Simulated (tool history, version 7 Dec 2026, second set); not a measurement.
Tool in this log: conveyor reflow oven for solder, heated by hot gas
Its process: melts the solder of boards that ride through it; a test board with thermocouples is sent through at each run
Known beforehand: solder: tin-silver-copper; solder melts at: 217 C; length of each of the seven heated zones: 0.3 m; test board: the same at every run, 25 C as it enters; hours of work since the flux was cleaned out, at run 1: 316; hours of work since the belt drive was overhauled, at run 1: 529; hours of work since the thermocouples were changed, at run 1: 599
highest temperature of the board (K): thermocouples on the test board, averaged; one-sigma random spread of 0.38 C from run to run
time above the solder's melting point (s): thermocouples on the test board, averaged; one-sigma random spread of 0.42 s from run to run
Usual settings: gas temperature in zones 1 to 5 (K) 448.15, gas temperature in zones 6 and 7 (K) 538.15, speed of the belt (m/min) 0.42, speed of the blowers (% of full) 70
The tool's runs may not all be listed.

run   hour  gas temperature in zones 1 to 5 (K)  gas temperature in zones 6 and 7 (K)  speed of the belt (m/min)  speed of the blowers (% of full)  hours of work since the flux was cleaned out  hours of work since the belt drive was overhauled  hours of work since the thermocouples were changed  highest temperature of the board (K)  time above the solder's melting point (s)
  1      0                               448.15                                538.15                       0.42                                70                                           316                                                529                                                 599                                522.85                                       63.6
      16.3  -- flux residue cleaned out of gas plates and filters
  2   37.8                               448.15                                538.15                       0.42                                70                                            13                                                549                                                 620                                523.25                                       62.6
  3   66.5                               448.15                                538.15                       0.42                                70                                            31                                                567                                                 637                                523.45                                       62.5
  4   96.6                               448.15                                538.15                      0.374                                70                                            50                                                586                                                 656                                525.75                                       73.8
  5    127                               448.15                                538.15                      0.357                                70                                            69                                                605                                                 675                                527.65                                       79.4
  6    160                               448.15                                538.15                       0.42                                70                                            90                                                626                                                 696                                523.45                                       62.6
  7  188.3                               448.15                                538.15                       0.42                                70                                           108                                                643                                                 714                                523.45                                       62.2
  8  224.6                               448.15                                538.15                       0.42                                70                                           130                                                666                                                 736                                522.55                                       62.5
       239  -- thermocouples of zones 6 and 7 changed
  9  263.8                               448.15                                538.15                       0.42                                70                                           154                                                689                                                  16                                522.75                                       62.8
 10  290.6                               448.15                                538.15                       0.42                                70                                           170                                                706                                                  32                                522.65                                       62.1
 11  311.8                               448.15                                538.15                       0.42                                70                                           184                                                719                                                  46                                522.95                                       62.8
 12  352.7                               448.15                                538.15                       0.42                                86                                           209                                                745                                                  71                                526.85                                       67.1
 13  375.6                               448.15                                538.15                       0.42                                86                                           223                                                759                                                  85                                525.75                                       66.1
 14  400.8                               448.15                                538.15                       0.43                                70                                           239                                                775                                                 101                                522.35                                       60.4
 15  438.4                               448.15                                538.15                       0.43                                70                                           263                                                799                                                 125                                521.75                                       60.4
 16  456.2                               454.15                                539.15                      0.435                                74                                           274                                                810                                                 136                                524.65                                       64.2
 17  476.1                               454.15                                544.15                      0.342                                89                                           286                                                822                                                 148                                536.75                                         94
     511.2  -- belt drive overhauled, speed set with a stopwatch
 18  513.9                               453.15                                538.15                       0.42                                70                                           307                                                  2                                                 169                                523.55                                         65
     543.2  -- flux residue cleaned out of gas plates and filters
 19  548.9                               448.15                                536.15                      0.465                                70                                             4                                                 20                                                 188                                518.15                                       51.4
 20  574.4                               461.15                                538.15                       0.42                                60                                            20                                                 36                                                 204                                523.15                                       67.2
 21  608.6                               461.15                                538.15                       0.42                                60                                            41                                                 58                                                 226                                522.45                                       67.3
 22  625.8                               461.15                                538.15                       0.42                                60                                            52                                                 69                                                 236                                522.45                                       67.5
 23  666.9                               452.15                                538.15                       0.41                                60                                            77                                                 94                                                 262                                521.15                                       64.1
 24    690                               448.15                                553.15                       0.42                                70                                            92                                                109                                                 276                                535.85                                       72.2
 25  707.9                               448.15                                538.15                      0.378                                70                                           103                                                120                                                 288                                525.25                                       73.5
 26  731.4                               448.15                                538.15                      0.378                                70                                           118                                                135                                                 302                                526.55                                       73.1
 27  761.3                               436.15                                538.15                      0.344                                59                                           136                                                153                                                 321                                522.65                                       73.1
 28    794                               448.15                                538.15                      0.371                                65                                           157                                                174                                                 342                                525.55                                       73.4
 29  816.4                               460.15                                538.15                      0.399                                65                                           171                                                188                                                 356                                525.35                                       73.9
 30  855.9                               460.15                                538.15                      0.399                                65                                           196                                                212                                                 380                                525.05                                       73.7

5 ways to go on from here, each from the tool as it stands after run 30. What would each give?
  A  885.7                               443.15                                536.15                       0.42                                70                                           214                                                231                                                 399                                     ?                                          ?
  B  885.7                               443.15                                538.15                      0.472                                67                                           214                                                231                                                 399                                     ?                                          ?
  C  885.7                               443.15                                550.15                      0.397                                70                                           214                                                231                                                 399                                     ?                                          ?
  D  885.7                               460.15                                538.15                      0.355                                65                                           214                                                231                                                 399                                     ?                                          ?
  E  885.7                               448.15                                538.15                      0.446                                70                                           214                                                231                                                 399                                     ?                                          ?

run  highest temperature of the board (K)  time above the solder's melting point (s)
  A                                520.65                                       59.2
  B                                517.05                                         47
  C                                535.05                                       73.2
  D                                527.95                                       86.7
  E                                520.95                                       56.9
The same runs, with their run-to-run variation unchanged, on a tool lacking any hidden condition would have given:
run  highest temperature of the board (K)  time above the solder's melting point (s)
  A                                520.75                                       59.3
  B                                517.15                                       47.2
  C                                535.15                                       73.3
  D                                528.05                                       86.8
  E                                521.05                                         57
